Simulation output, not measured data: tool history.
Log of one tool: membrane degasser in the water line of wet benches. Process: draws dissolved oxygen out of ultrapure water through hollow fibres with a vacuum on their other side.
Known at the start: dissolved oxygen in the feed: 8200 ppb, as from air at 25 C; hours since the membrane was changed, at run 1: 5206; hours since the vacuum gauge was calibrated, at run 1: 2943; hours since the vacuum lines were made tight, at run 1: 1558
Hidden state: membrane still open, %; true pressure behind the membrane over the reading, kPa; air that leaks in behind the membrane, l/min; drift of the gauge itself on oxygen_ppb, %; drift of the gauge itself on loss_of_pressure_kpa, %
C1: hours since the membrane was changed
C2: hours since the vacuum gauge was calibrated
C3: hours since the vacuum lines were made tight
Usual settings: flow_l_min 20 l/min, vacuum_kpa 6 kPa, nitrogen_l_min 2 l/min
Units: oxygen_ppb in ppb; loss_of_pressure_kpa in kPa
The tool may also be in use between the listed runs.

Run 1, hour 0: usual settings; C1 5206; C2 2943; C3 1558. Result: oxygen_ppb 122.2 ppb, loss_of_pressure_kpa 68.66 kPa.
Run 2, hour 72.7: usual settings; C1 5278; C2 3016; C3 1630. Result: oxygen_ppb 122.9 ppb, loss_of_pressure_kpa 68.97 kPa.
Run 3, hour 149.4: usual settings; C1 5355; C2 3092; C3 1707. Result: oxygen_ppb 122.1 ppb, loss_of_pressure_kpa 68.6 kPa.
Run 4, hour 326: usual settings; C1 5532; C2 3269; C3 1884. Result: oxygen_ppb 120.9 ppb, loss_of_pressure_kpa 69.01 kPa.
Run 5, hour 466.7: usual settings; C1 5672; C2 3410; C3 2024. Result: oxygen_ppb 122.8 ppb, loss_of_pressure_kpa 69 kPa.
Run 6, hour 546.8: usual settings; C1 5753; C2 3490; C3 2104. Result: oxygen_ppb 122.8 ppb, loss_of_pressure_kpa 68.81 kPa.
Run 7, hour 722.2: usual settings but flow_l_min 19 l/min, vacuum_kpa 14.94 kPa; C1 5928; C2 3665; C3 2280. Result: oxygen_ppb 308 ppb, loss_of_pressure_kpa 65.5 kPa.
At hour 738.5: vacuum gauge calibrated.
Run 8, hour 880.8: usual settings but flow_l_min 16 l/min, vacuum_kpa 4.71 kPa, nitrogen_l_min 0.85 l/min; C1 6086; C2 142; C3 2438. Result: oxygen_ppb 107.3 ppb, loss_of_pressure_kpa 55.18 kPa.
Run 9, hour 993.3: usual settings but flow_l_min 27 l/min, vacuum_kpa 6.73 kPa, nitrogen_l_min 2.03 l/min; C1 6199; C2 255; C3 2550. Result: oxygen_ppb 217.2 ppb, loss_of_pressure_kpa 93.23 kPa.
Run 10, hour 1078: usual settings but nitrogen_l_min 3.43 l/min; C1 6283; C2 339; C3 2635. Result: oxygen_ppb 96.7 ppb, loss_of_pressure_kpa 68.99 kPa.
At hour 1184.4: vacuum gauge calibrated, once more.
Run 11, hour 1209.6: usual settings but vacuum_kpa 3.96 kPa, nitrogen_l_min 0.89 l/min; C1 6414; C2 25; C3 2766. Result: oxygen_ppb 90.4 ppb, loss_of_pressure_kpa 69.2 kPa.
Run 12, hour 1335.2: usual settings but flow_l_min 14 l/min, nitrogen_l_min 1.25 l/min; C1 6540; C2 151; C3 2892. Result: oxygen_ppb 94 ppb, loss_of_pressure_kpa 48.43 kPa.

Forecast each of these 3 alternatives for the next run:
Run A, hour 1414.1: usual settings but flow_l_min 21 l/min, vacuum_kpa 7.07 kPa, nitrogen_l_min 1.62 l/min; C1 6619; C2 230; C3 2971. Result: oxygen_ppb ?, loss_of_pressure_kpa ?.
Run B, hour 1414.1: usual settings but flow_l_min 18 l/min, vacuum_kpa 10.33 kPa, nitrogen_l_min 1.65 l/min; C1 6619; C2 230; C3 2971. Result: oxygen_ppb ?, loss_of_pressure_kpa ?.
Run C, hour 1414.1: usual settings but flow_l_min 30 l/min, vacuum_kpa 4.27 kPa, nitrogen_l_min 1.38 l/min; C1 6619; C2 230; C3 2971. Result: oxygen_ppb ?, loss_of_pressure_kpa ?.

run  oxygen_ppb  loss_of_pressure_kpa
  A       171.7                 72.31
  B       221.5                 62.03
  C       175.6                103.55
Without the tool's hidden state the same runs would have given:
run  oxygen_ppb  loss_of_pressure_kpa
  A       167.1                 71.29
  B       217.3                 61.17
  C       167.8                 102.1

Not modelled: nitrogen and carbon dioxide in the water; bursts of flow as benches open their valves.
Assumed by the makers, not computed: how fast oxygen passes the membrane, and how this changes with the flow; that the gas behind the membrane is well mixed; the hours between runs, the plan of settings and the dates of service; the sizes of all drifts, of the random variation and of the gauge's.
